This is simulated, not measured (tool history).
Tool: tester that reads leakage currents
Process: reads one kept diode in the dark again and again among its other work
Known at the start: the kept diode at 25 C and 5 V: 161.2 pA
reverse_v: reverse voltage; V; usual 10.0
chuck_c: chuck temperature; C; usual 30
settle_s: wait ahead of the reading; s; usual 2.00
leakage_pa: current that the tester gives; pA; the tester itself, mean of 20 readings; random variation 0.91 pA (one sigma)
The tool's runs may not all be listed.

Run 1, day 0.000: usual settings. Result: leakage_pa 303.48 pA.
Run 2, day 5.217: usual settings. Result: leakage_pa 302.66 pA.
Run 3, day 7.725: usual settings but reverse_v 11.2 V. Result: leakage_pa 316.06 pA.
Run 4, day 10.608: usual settings. Result: leakage_pa 301.90 pA.
Run 5, day 13.058: usual settings but settle_s 2.91 s. Result: leakage_pa 301.38 pA.
Run 6, day 16.967: usual settings but chuck_c 21 C. Result: leakage_pa 155.52 pA.
At day 17.550: tester calibrated.
Run 7, day 20.667: usual settings but chuck_c 21 C. Result: leakage_pa 155.75 pA.
Run 8, day 24.071: usual settings but chuck_c 21 C. Result: leakage_pa 155.41 pA.
Run 9, day 27.321: usual settings. Result: leakage_pa 302.38 pA.
Run 10, day 29.788: usual settings. Result: leakage_pa 303.38 pA.
Run 11, day 32.783: usual settings. Result: leakage_pa 302.84 pA.
Run 12, day 35.133: usual settings. Result: leakage_pa 301.91 pA.
Run 13, day 38.725: usual settings. Result: leakage_pa 303.09 pA.
At day 42.925: chuck's temperature calibrated.
Run 14, day 42.925: usual settings. Result: leakage_pa 302.12 pA.
Run 15, day 47.750: usual settings. Result: leakage_pa 303.16 pA.
At day 50.971: probe card cleaned and baked.
Run 16, day 51.225: usual settings. Result: leakage_pa 302.09 pA.
Run 17, day 54.121: usual settings but chuck_c 21 C. Result: leakage_pa 155.18 pA.
Run 18, day 56.508: usual settings but chuck_c 21 C, settle_s 2.50 s. Result: leakage_pa 155.20 pA.
Run 19, day 60.283: usual settings but reverse_v 7.5 V. Result: leakage_pa 270.47 pA.
Run 20, day 64.529: usual settings but chuck_c 33 C. Result: leakage_pa 375.12 pA.
Run 21, day 68.042: usual settings but reverse_v 15.4 V, chuck_c 55 C, settle_s 7.03 s. Result: leakage_pa 1872.03 pA.
Run 22, day 72.596: usual settings but reverse_v 3.4 V, chuck_c 36 C, settle_s 1.02 s. Result: leakage_pa 307.04 pA.
Run 23, day 76.275: usual settings but reverse_v 2.4 V, chuck_c 34 C, settle_s 1.50 s. Result: leakage_pa 233.58 pA.
Run 24, day 81.071: usual settings but reverse_v 1.9 V, settle_s 0.31 s. Result: leakage_pa 161.59 pA.
Run 25, day 84.442: usual settings but reverse_v 1.9 V, settle_s 0.31 s. Result: leakage_pa 162.71 pA.
Run 26, day 89.454: usual settings but reverse_v 1.9 V, settle_s 0.31 s. Result: leakage_pa 161.94 pA.
Run 27, day 92.071: usual settings but reverse_v 1.9 V, settle_s 0.31 s. Result: leakage_pa 162.43 pA.
Run 28, day 96.217: usual settings but reverse_v 1.9 V, settle_s 0.31 s. Result: leakage_pa 161.54 pA.
Run 29, day 101.225: usual settings but reverse_v 1.2 V, chuck_c 42 C, settle_s 0.44 s. Result: leakage_pa 312.55 pA.
Run 30, day 104.704: usual settings but chuck_c 35 C, settle_s 5.76 s. Result: leakage_pa 431.55 pA.
Run 31, day 107.621: usual settings but chuck_c 28 C, settle_s 8.86 s. Result: leakage_pa 261.56 pA.
Run 32, day 110.579: usual settings but reverse_v 7.7 V, settle_s 1.06 s. Result: leakage_pa 274.42 pA.
Run 33, day 116.017: usual settings but reverse_v 7.7 V, settle_s 1.06 s. Result: leakage_pa 272.50 pA.
Run 34, day 118.629: usual settings but reverse_v 7.7 V, chuck_c 24 C, settle_s 9.41 s. Result: leakage_pa 176.44 pA.
Run 35, day 121.892: usual settings but reverse_v 9.2 V, chuck_c 28 C, settle_s 0.37 s. Result: leakage_pa 254.90 pA.
Run 36, day 127.421: usual settings but reverse_v 1.6 V, chuck_c 27 C, settle_s 0.38 s. Result: leakage_pa 122.38 pA.
Run 37, day 131.058: usual settings but reverse_v 10.8 V, chuck_c 27 C, settle_s 3.36 s. Result: leakage_pa 251.35 pA.
Run 38, day 133.712: usual settings but reverse_v 13.0 V, chuck_c 20 C, settle_s 0.47 s. Result: leakage_pa 160.50 pA.
Run 39, day 137.129: usual settings but reverse_v 3.2 V, chuck_c 20 C, settle_s 5.84 s. Result: leakage_pa 93.14 pA.

3 ways to go on from here, each from the tool as it stands after run 39. What would each give?
Run A, day 142.125: usual settings but reverse_v 2.0 V, chuck_c 26 C, settle_s 5.29 s. Result: leakage_pa ?.
Run B, day 142.125: usual settings but reverse_v 3.2 V, chuck_c 22 C, settle_s 5.84 s. Result: leakage_pa ?.
Run C, day 142.125: usual settings but reverse_v 10.3 V, chuck_c 29 C. Result: leakage_pa ?.

run  leakage_pa
  A      123.13
  B      108.97
  C      285.22
Without the tool's hidden state the same runs would have given:
run  leakage_pa
  A      123.02
  B      108.87
  C      284.95
